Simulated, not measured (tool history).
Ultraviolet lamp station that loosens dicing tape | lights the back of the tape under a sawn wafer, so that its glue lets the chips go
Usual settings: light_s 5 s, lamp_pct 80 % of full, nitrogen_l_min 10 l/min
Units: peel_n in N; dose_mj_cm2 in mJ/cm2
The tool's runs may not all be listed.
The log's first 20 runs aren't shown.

run   hour  light_s  lamp_pct  nitrogen_l_min  peel_n  dose_mj_cm2
 21  148.7        5        80               5   0.699          361
 22  158.5        5        80               8   0.472          365
 23  164.8        2        80               8    1.87          145
 24  171.5        5        78              10   0.455          357
 25  176.8        4        70              19   0.559          256
 26  183.5        3        92               8   0.916          247
 27  190.1        5        80              18   0.318          367
 28  196.1        5        80              18   0.315          368
 29  203.3        5        92               9   0.364          418
 30  210.7        5        92               9   0.347          420
 31  216.8        4        72               6   1.069          265
 32    227        6        68               7   0.499          371
 33  234.2        8        74              10    0.26          546
 34  244.3        3        74               5   1.595          204
 35  249.8        4        66              16   0.665          243
 36  256.6        4        66              16   0.656          243
 37  262.8        4        66              16    0.66          239
 38  270.3        3        68              10   1.322          186
 39  278.6        2        80              10   1.761          146
 40  287.4        6        90               9    0.29          491
 41  295.5        5        73              10   0.495          331
 42  302.8        5        60              10   0.699          278
 43  312.1        5        60              10   0.698          275
 44  320.8        7        80              10   0.273          513
 45  325.9        7        80              10   0.263          509

Forecast each of these 3 alternatives for the next run:
  A  335.9        4        63              17       ?            ?
  B  335.9        7        80              15       ?            ?
  C  335.9        4        80              10       ?            ?

run  peel_n  dose_mj_cm2
  A    0.67          228
  B   0.254          509
  C   0.656          292
Without the tool's hidden state the same runs would have given:
run  peel_n  dose_mj_cm2
  A   0.668          229
  B   0.254          510
  C   0.654          292
